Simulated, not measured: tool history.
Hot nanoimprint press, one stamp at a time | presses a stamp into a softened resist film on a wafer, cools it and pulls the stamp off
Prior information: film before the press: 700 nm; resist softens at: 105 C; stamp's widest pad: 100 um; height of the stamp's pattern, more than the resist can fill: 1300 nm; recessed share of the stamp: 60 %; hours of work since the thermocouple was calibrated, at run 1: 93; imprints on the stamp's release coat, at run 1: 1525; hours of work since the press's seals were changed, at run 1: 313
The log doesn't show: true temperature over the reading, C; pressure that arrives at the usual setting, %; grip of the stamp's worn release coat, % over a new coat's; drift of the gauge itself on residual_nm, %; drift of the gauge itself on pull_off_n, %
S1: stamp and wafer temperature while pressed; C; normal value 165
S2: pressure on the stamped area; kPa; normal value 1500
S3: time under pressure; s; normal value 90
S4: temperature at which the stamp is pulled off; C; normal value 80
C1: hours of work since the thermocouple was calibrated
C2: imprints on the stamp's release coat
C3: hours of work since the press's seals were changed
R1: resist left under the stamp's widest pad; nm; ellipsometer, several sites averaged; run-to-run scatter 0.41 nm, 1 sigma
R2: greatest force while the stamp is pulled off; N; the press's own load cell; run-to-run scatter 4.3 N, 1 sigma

Run 1, hour 0: usual settings; C1 93; C2 1525; C3 313. Result: R1 253.3 nm, R2 212 N.
Run 2, hour 16.3: usual settings but S2 990 kPa; C1 105; C2 1607; C3 324. Result: R1 323.3 nm, R2 217 N.
At hour 23.5: stamp cleaned and given a new release coat.
Run 3, hour 31.3: usual settings but S2 990 kPa; C1 111; C2 39; C3 331. Result: R1 322.1 nm, R2 209 N.
Run 4, hour 42.3: usual settings; C1 119; C2 95; C3 338. Result: R1 253.2 nm, R2 206 N.
Run 5, hour 56.9: usual settings; C1 130; C2 169; C3 349. Result: R1 253.5 nm, R2 221 N.
Run 6, hour 68.2: usual settings; C1 138; C2 226; C3 357. Result: R1 253.5 nm, R2 209 N.
Run 7, hour 83.4: usual settings; C1 149; C2 302; C3 368. Result: R1 253.5 nm, R2 212 N.
Run 8, hour 91.8: usual settings; C1 155; C2 345; C3 374. Result: R1 253.1 nm, R2 215 N.
Run 9, hour 109.5: usual settings; C1 167; C2 434; C3 386. Result: R1 252.4 nm, R2 219 N.
Run 10, hour 126.6: usual settings; C1 180; C2 520; C3 399. Result: R1 251.7 nm, R2 206 N.
Run 11, hour 138.5: usual settings but S1 155 C; C1 188; C2 580; C3 407. Result: R1 416.2 nm, R2 215 N.
Run 12, hour 156.8: usual settings but S1 155 C; C1 201; C2 672; C3 420. Result: R1 416.1 nm, R2 213 N.
Run 13, hour 171.9: usual settings but S1 155 C; C1 212; C2 749; C3 431. Result: R1 415.1 nm, R2 220 N.
Run 14, hour 186.8: usual settings but S1 155 C; C1 223; C2 824; C3 442. Result: R1 414.3 nm, R2 206 N.
Run 15, hour 199.2: usual settings but S1 155 C; C1 232; C2 886; C3 451. Result: R1 413.1 nm, R2 212 N.
Run 16, hour 206.9: usual settings but S3 146 s; C1 237; C2 925; C3 456. Result: R1 212 nm, R2 220 N.

Run 17 has not been measured yet. What should we expect?
Run 17, hour 225.3: usual settings but S1 171 C, S4 68 C; C1 250; C2 1018; C3 469. Result: R1 ?, R2 ?.

R1: 188.5 nm
R2: 242 N
If the tool had no hidden condition, the same run with the same run-to-run variation would have returned R1 191 nm, R2 240 N.

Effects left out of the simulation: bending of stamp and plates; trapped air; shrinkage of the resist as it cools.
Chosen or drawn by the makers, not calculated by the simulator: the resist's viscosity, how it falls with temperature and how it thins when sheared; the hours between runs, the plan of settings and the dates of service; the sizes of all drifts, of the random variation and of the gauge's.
